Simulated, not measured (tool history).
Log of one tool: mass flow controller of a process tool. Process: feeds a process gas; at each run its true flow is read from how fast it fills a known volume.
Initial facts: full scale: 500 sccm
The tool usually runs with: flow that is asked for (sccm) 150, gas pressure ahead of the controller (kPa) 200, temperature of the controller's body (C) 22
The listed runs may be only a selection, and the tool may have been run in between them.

run	hour	flow that is asked for (sccm)	gas pressure ahead of the controller (kPa)	temperature of the controller's body (C)	true flow (%)
1	0	150	200	22	97.64
2	50.7	150	200	26	97.81
3	105	150	200	26	97.74
4	179.1	150	200	37	97.91
5	212.2	150	157	22	97.63
6	264.8	150	207	22	97.37
7	342.9	61	200	22	96.82
8	386.2	61	200	22	96.67
9	462.3	61	200	22	96.57
10	536.2	61	200	22	96.56
11	590.2	150	141	22	97.19
12	654.2	150	200	22	96.95
13	710.9	150	200	34	97.3
14	752	150	200	34	97.16
15	808.4	150	256	22	96.69
16	888.3	150	256	22	96.6
17	931	150	256	22	96.47
18	992.1	150	256	22	96.28
19	1055.4	273	256	22	97.1
20	1089.6	150	154	23	96.63
21	1129.7	150	154	23	96.6
# hour 1193.3: gauge calibrated
22	1200.7	113	243	22	97.44
23	1261.7	104	257	23	97.19
24	1312.4	184	185	29	98.05
25	1387.2	184	200	30	98.08
26	1444.8	184	200	30	97.89
27	1486.7	62	157	22	96.97
28	1546.3	161	200	28	97.61
29	1604.1	100	145	37	97.49
30	1681.4	100	145	37	97.42
31	1762.4	150	266	26	97.01
32	1827.4	202	266	30	97.41
33	1897.6	202	147	34	97.71

The logged runs with the hidden state left out (each run's random variation unchanged):
The hidden state here: flow at rest that the sensor doesn't see, % of full scale; true flow over the shown one, %; drift of the gauge itself on true_pct, %.
run	true flow (%)
1	97.64
2	97.87
3	97.86
4	98.12
5	97.88
6	97.68
7	97.22
8	97.13
9	97.11
10	97.19
11	97.89
12	97.73
13	98.15
14	98.06
15	97.65
16	97.66
17	97.57
18	97.46
19	98.37
20	97.93
21	97.95
22	97.44
23	97.26
24	98.19
25	98.31
26	98.18
27	97.31
28	98.03
29	97.98
30	98
31	97.69
32	98.17
33	98.56
